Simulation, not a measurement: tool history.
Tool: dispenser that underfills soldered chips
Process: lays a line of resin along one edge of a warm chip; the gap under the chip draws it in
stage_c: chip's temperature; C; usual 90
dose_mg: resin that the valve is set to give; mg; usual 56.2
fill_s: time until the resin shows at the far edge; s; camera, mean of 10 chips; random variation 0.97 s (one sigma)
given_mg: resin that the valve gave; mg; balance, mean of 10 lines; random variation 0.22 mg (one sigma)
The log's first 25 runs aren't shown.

run,hour,stage_c,dose_mg,hours of work since the syringe was changed,hours of work since the valve was cleaned,hours of work since the stage was calibrated,fill_s,given_mg
# hour 236.5: new syringe of resin
26,240.1,76,67.8,2,64,160,168.2,66.22
# hour 249.5: new syringe of resin
27,250.8,89,57.4,1,71,166,95.5,56.01
# hour 253.5: dispensing valve cleaned and set on the balance
28,260.3,79,62.4,6,4,172,196.7,62.51
# hour 263.0: new syringe of resin
29,269.4,100,47.8,4,10,178,85.6,47.86
# hour 275.2: new syringe of resin
30,275.2,100,47.8,0,14,182,65.2,47.69
31,283.7,100,60.3,6,19,187,90.0,60.52
# hour 287.9: new syringe of resin
32,290.2,85,60.4,1,24,191,113.1,59.95
# hour 301.1: new syringe of resin
33,302.9,87,58.2,1,32,199,102.3,57.40
34,309.8,97,70.7,6,36,204,100.5,69.99
# hour 313.8: new syringe of resin
35,319.3,97,70.7,4,42,210,87.7,69.16

4 ways to go on from here, each from the tool as it stands after run 35. What would each give?
# hour 326.3: new syringe of resin
A,331.8,76,56.6,4,50,218,?,?
# hour 326.3: new syringe of resin
B,331.8,79,56.2,4,50,218,?,?
# hour 326.3: new syringe of resin
C,331.8,86,62.0,4,50,218,?,?
# hour 326.3: new syringe of resin
D,331.8,100,70.7,4,50,218,?,?

run,fill_s,given_mg
A,185.3,55.98
B,165.8,55.43
C,128.4,60.95
D,80.5,70.03
Without the tool's hidden state the same runs would have given:
run,fill_s,given_mg
A,152.2,56.80
B,136.0,56.24
C,105.3,61.84
D,65.9,71.06
